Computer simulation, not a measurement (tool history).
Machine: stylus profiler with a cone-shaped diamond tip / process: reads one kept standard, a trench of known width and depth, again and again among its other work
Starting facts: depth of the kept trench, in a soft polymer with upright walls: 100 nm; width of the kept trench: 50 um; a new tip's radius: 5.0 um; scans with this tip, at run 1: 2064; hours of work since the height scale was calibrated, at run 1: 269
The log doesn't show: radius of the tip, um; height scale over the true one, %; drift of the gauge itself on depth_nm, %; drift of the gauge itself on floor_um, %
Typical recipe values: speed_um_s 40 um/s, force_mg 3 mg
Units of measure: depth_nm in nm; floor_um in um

run,hour,speed_um_s,force_mg,scans with this tip,hours of work since the height scale was calibrated,depth_nm,floor_um
1,0,40,3,2064,269,100.74,47.85
2,25.9,40,3,2196,286,100.73,47.85
3,49.7,13,3,2317,302,100.66,47.9
4,67.4,13,3,2406,313,100.73,47.89
5,84.1,40,3,2492,324,100.71,47.86
6,111.5,40,3,2630,342,100.76,47.83
7,130.4,40,3,2727,355,100.7,47.82
8,156.5,40,3,2859,372,100.74,47.83
9,185.1,40,3,3004,391,100.76,47.85
10,202.7,40,3,3094,403,100.73,47.85
11,221.4,40,3,3189,415,100.75,47.85
12,238.3,40,3,3275,426,100.71,47.83
13,262.8,135,3,3399,442,100.78,47.64
14,276.8,135,3,3470,452,100.79,47.61
15,295.9,40,3,3567,464,100.72,47.87
16,312.3,40,3,3651,475,100.74,47.79
17,333.4,40,1.73,3758,489,100.58,47.8
18,349.9,40,1.73,3842,500,100.54,47.76
19,373.3,40,1.73,3961,516,100.59,47.77
20,400.9,40,2.91,4101,534,100.8,47.78
21,430,40,2.91,4249,553,100.74,47.83
22,458.6,40,2.91,4394,572,100.76,47.8
23,473.3,40,2.91,4469,582,100.8,47.83
24,489.6,40,1.38,4551,593,100.57,47.77
25,508.3,30,3.4,4646,605,100.86,47.83
26,534.4,26,5.61,4779,622,101.1,47.89
27,553,127,8.8,4874,634,101.46,47.71
28,582.5,127,8.8,5023,654,101.47,47.67
29,596.1,118,3,5092,663,100.79,47.63
30,628.9,118,3,5259,685,100.86,47.57
# hour 631.7: height scale calibrated on a step standard
31,656.3,17,2.17,5396,16,100.83,47.78
32,678.8,17,2.17,5510,31,100.83,47.84
33,695.9,50,2.9,5597,42,100.93,47.78
34,728.2,91,5.83,5761,64,101.29,47.71
# hour 730.6: height scale calibrated on a step standard, once more
35,744.8,91,5.83,5843,9,101.01,47.76
36,759.2,12,1.55,5916,19,100.36,47.83
37,784.1,86,1.99,6042,35,100.46,47.61
38,815.3,60,6.01,6201,56,101.01,47.74
39,828.7,60,6.01,6269,65,100.99,47.76
40,855.1,60,6.01,6403,82,101,47.82
41,883.5,24,4.87,6547,101,100.92,47.83
42,915.6,24,7.37,6711,122,101.16,47.8
43,929.8,16,1.46,6782,132,100.43,47.76

4 ways to go on from here, each from the tool as it stands after run 43. What would each give?
A,946.2,130,3,6866,143,?,?
B,946.2,40,5.13,6866,143,?,?
C,946.2,75,4.12,6866,143,?,?
D,946.2,16,4.01,6866,143,?,?

run,depth_nm,floor_um
A,100.6,47.52
B,100.92,47.78
C,100.8,47.66
D,100.73,47.85
Had the tool no hidden state, the same runs would have come out as:
run,depth_nm,floor_um
A,100.58,47.68
B,100.9,47.94
C,100.78,47.83
D,100.71,48.01
